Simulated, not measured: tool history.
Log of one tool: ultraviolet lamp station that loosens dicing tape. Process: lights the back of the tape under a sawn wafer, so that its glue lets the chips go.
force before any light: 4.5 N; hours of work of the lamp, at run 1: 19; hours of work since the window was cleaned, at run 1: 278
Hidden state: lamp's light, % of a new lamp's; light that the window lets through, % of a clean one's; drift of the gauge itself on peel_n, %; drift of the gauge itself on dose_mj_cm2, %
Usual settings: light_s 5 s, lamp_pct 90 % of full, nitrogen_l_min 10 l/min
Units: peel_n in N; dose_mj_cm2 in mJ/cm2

| run | hour | light_s | lamp_pct | nitrogen_l_min | hours of work of the lamp | hours of work since the window was cleaned | peel_n | dose_mj_cm2 |
|---|---|---|---|---|---|---|---|---|
| 1 | 0.0 | 5 | 90 | 10 | 19 | 278 | 0.277 | 360 |
| 2 | 9.2 | 5 | 90 | 10 | 23 | 282 | 0.288 | 361 |
| 3 | 20.7 | 5 | 90 | 10 | 29 | 287 | 0.288 | 359 |
| 4 | 28.6 | 6 | 90 | 10 | 33 | 291 | 0.242 | 430 |
| 5 | 45.7 | 6 | 90 | 10 | 41 | 299 | 0.256 | 429 |
| 6 | 56.2 | 6 | 90 | 10 | 46 | 304 | 0.266 | 431 |
| 7 | 70.0 | 5 | 90 | 10 | 52 | 311 | 0.278 | 358 |
| 8 | 79.1 | 5 | 90 | 10 | 56 | 315 | 0.281 | 360 |
| 9 | 96.1 | 5 | 90 | 10 | 65 | 323 | 0.279 | 359 |
| 10 | 104.3 | 5 | 92 | 10 | 68 | 327 | 0.273 | 369 |
| 11 | 116.6 | 5 | 92 | 10 | 74 | 333 | 0.270 | 365 |
| 12 | 131.2 | 5 | 92 | 10 | 81 | 340 | 0.278 | 368 |
|  | 140.4 | window cleaned of glue's vapour |
| 13 | 147.0 | 5 | 92 | 10 | 88 | 3 | 0.293 | 369 |
| 14 | 159.9 | 5 | 92 | 10 | 95 | 9 | 0.286 | 372 |
| 15 | 167.7 | 5 | 92 | 10 | 98 | 13 | 0.289 | 368 |
| 16 | 185.7 | 5 | 92 | 10 | 107 | 21 | 0.281 | 363 |
| 17 | 201.9 | 8 | 64 | 10 | 114 | 29 | 0.261 | 410 |
| 18 | 212.1 | 8 | 64 | 10 | 119 | 34 | 0.260 | 409 |
| 19 | 224.0 | 4 | 91 | 10 | 125 | 40 | 0.365 | 288 |
| 20 | 240.8 | 4 | 91 | 10 | 133 | 48 | 0.370 | 292 |
| 21 | 252.4 | 5 | 97 | 16 | 138 | 53 | 0.257 | 389 |
| 22 | 261.7 | 5 | 86 | 10 | 143 | 57 | 0.299 | 347 |

The next listed run, before its measurement:
| 23 | 270.9 | 5 | 86 | 10 | 147 | 62 | ? | ? |

Run 23 gave peel_n 0.294 N, dose_mj_cm2 346 mJ/cm2.
Without the tool's hidden state the same run would have given peel_n 0.294 N, dose_mj_cm2 346 mJ/cm2.
